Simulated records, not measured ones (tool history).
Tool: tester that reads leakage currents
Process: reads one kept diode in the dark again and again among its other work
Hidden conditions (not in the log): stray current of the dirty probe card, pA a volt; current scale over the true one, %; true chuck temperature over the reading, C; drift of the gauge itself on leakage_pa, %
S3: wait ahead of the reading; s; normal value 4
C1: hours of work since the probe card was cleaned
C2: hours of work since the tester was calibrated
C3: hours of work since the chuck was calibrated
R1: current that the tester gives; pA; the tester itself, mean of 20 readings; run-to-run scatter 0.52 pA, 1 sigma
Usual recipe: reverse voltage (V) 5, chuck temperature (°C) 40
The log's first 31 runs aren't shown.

Run 32, hour 1462.8: usual settings but reverse voltage (V) 2.87, S3 3.39 s; C1 2153; C2 113; C3 122. Result: R1 123.16 pA.
At hour 1517: probe card cleaned and baked.
At hour 1525.6: chuck's temperature calibrated, once more.
Run 33, hour 1527.9: usual settings but reverse voltage (V) 2.56, chuck temperature (°C) 23, S3 0.32 s; C1 5; C2 146; C3 1. Result: R1 35.06 pA.
Run 34, hour 1579.5: usual settings but reverse voltage (V) 19.81, chuck temperature (°C) 23, S3 0.32 s; C1 33; C2 175; C3 30. Result: R1 85.12 pA.
Run 35, hour 1624.5: usual settings but reverse voltage (V) 19.81, chuck temperature (°C) 23, S3 0.32 s; C1 58; C2 199; C3 55. Result: R1 84.55 pA.
Run 36, hour 1675.8: usual settings but reverse voltage (V) 1.03, chuck temperature (°C) 20; C1 86; C2 228; C3 83. Result: R1 18.32 pA.
Run 37, hour 1713.7: usual settings but reverse voltage (V) 1.03, chuck temperature (°C) 20; C1 107; C2 249; C3 104. Result: R1 18.19 pA.
Run 38, hour 1766: usual settings but reverse voltage (V) 1.54, chuck temperature (°C) 24, S3 1.2 s; C1 136; C2 277; C3 132. Result: R1 30.2 pA.
Run 39, hour 1824.8: usual settings but reverse voltage (V) 5.13, chuck temperature (°C) 25, S3 1.57 s; C1 169; C2 310; C3 165. Result: R1 49.95 pA.
Run 40, hour 1852.7: usual settings but reverse voltage (V) 6.17, S3 3.6 s; C1 184; C2 325; C3 180. Result: R1 185.07 pA.

What if the next run were any one of these 3? Each begins from the tool's condition after run 40:
Run A, hour 1885: usual settings but reverse voltage (V) 7.98, chuck temperature (°C) 28, S3 3.6 s; C1 202; C2 343; C3 198. Result: R1 ?.
Run B, hour 1885: usual settings but reverse voltage (V) 6.17, S3 4.63 s; C1 202; C2 343; C3 198. Result: R1 ?.
Run C, hour 1885: usual settings but S3 2.63 s; C1 202; C2 343; C3 198. Result: R1 ?.

run      R1
  A   74.91
  B  185.23
  C   172.4
Without the tool's hidden state the same runs would have given:
run      R1
  A   74.13
  B   185.3
  C  172.58

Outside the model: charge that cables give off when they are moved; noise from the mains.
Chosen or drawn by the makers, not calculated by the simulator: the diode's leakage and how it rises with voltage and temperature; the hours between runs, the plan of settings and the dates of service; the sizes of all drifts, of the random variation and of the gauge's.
